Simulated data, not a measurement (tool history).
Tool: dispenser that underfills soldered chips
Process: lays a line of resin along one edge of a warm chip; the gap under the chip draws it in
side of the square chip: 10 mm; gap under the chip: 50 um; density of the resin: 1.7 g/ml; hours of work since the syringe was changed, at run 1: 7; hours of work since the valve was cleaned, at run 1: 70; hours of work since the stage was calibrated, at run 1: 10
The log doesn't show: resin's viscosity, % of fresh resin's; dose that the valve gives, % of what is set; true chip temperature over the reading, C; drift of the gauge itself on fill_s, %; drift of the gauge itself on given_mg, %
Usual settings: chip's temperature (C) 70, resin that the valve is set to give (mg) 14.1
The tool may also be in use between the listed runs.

run,hour,chip's temperature (C),resin that the valve is set to give (mg),hours of work since the syringe was changed,hours of work since the valve was cleaned,hours of work since the stage was calibrated,time until the resin shows at the far edge (s),resin that the valve gave (mg)
1,0.0,70,14.1,7,70,10,116.2,13.63
# hour 1.9: new syringe of resin
2,3.3,66,14.1,1,72,12,103.0,13.67
3,8.2,70,15.0,5,76,16,106.0,14.41
# hour 12.5: new syringe of resin
4,13.8,70,15.0,1,80,20,87.9,14.38
5,20.8,70,14.1,6,85,25,110.9,13.55
# hour 23.5: new syringe of resin
6,27.4,70,14.1,3,90,30,98.4,13.57
7,32.8,70,13.0,7,94,34,120.0,12.33
# hour 34.1: new syringe of resin
8,36.5,70,14.1,2,97,37,91.0,13.36
9,40.3,70,13.1,5,99,40,104.5,12.41
10,43.6,70,14.1,7,102,42,120.0,13.37
# hour 45.1: new syringe of resin
11,47.1,70,14.1,2,104,44,92.0,13.32
12,51.5,70,14.1,5,108,48,104.5,13.30
# hour 55.7: new syringe of resin
13,55.7,70,16.9,0,111,51,81.6,16.03
14,62.6,69,14.1,5,116,56,110.7,13.42
15,65.7,70,14.1,8,118,58,117.7,13.24
# hour 66.3: new syringe of resin
16,72.2,70,14.1,4,123,63,103.0,13.33
# hour 76.7: new syringe of resin
# hour 78.6: dispensing valve cleaned and set on the balance
17,79.1,70,14.1,1,0,67,88.6,14.10
18,85.5,70,14.1,6,5,72,111.8,14.03
# hour 88.4: new syringe of resin
19,90.0,81,13.7,1,8,75,61.1,13.64
20,96.6,56,13.2,6,13,80,189.7,13.23
# hour 99.2: new syringe of resin
21,104.0,72,16.1,4,19,85,89.6,15.88
# hour 110.0: new syringe of resin
22,110.0,72,16.1,0,23,90,74.7,15.99
23,113.8,72,16.1,3,26,93,88.3,15.84
24,118.9,72,16.1,7,30,97,103.5,15.98
# hour 120.9: new syringe of resin
25,123.6,67,16.7,2,33,100,98.0,16.45
26,130.4,70,18.2,7,38,105,113.0,17.68
# hour 131.5: new syringe of resin
27,134.1,70,15.5,2,41,107,88.5,15.29
28,141.2,70,15.5,7,46,113,116.2,15.21
# hour 142.0: new syringe of resin
29,144.6,68,12.2,2,48,115,102.2,12.03
30,147.9,68,15.2,4,51,118,110.3,14.92
31,151.8,68,13.3,7,54,121,129.5,12.78
# hour 152.6: new syringe of resin
32,156.0,68,13.3,3,57,124,102.2,12.98
33,160.8,68,13.3,6,60,127,120.4,12.83
# hour 163.3: new syringe of resin
34,164.3,61,16.9,1,63,130,115.5,16.59
35,168.3,73,14.7,4,66,133,87.9,14.28
# hour 173.8: new syringe of resin
36,174.6,70,18.2,1,70,137,81.8,17.56

Forecast each of these 4 alternatives for the next run:
A,181.1,83,12.2,5,75,142,?,?
B,181.1,72,14.1,5,75,142,?,?
C,181.1,70,14.9,5,75,142,?,?
D,181.1,68,15.7,5,75,142,?,?

run,time until the resin shows at the far edge (s),resin that the valve gave (mg)
A,68.8,11.75
B,96.8,13.57
C,103.3,14.34
D,112.5,15.09
Without the tool's hidden state the same runs would have given:
run,time until the resin shows at the far edge (s),resin that the valve gave (mg)
A,54.6,12.17
B,77.4,14.06
C,82.7,14.87
D,90.3,15.64

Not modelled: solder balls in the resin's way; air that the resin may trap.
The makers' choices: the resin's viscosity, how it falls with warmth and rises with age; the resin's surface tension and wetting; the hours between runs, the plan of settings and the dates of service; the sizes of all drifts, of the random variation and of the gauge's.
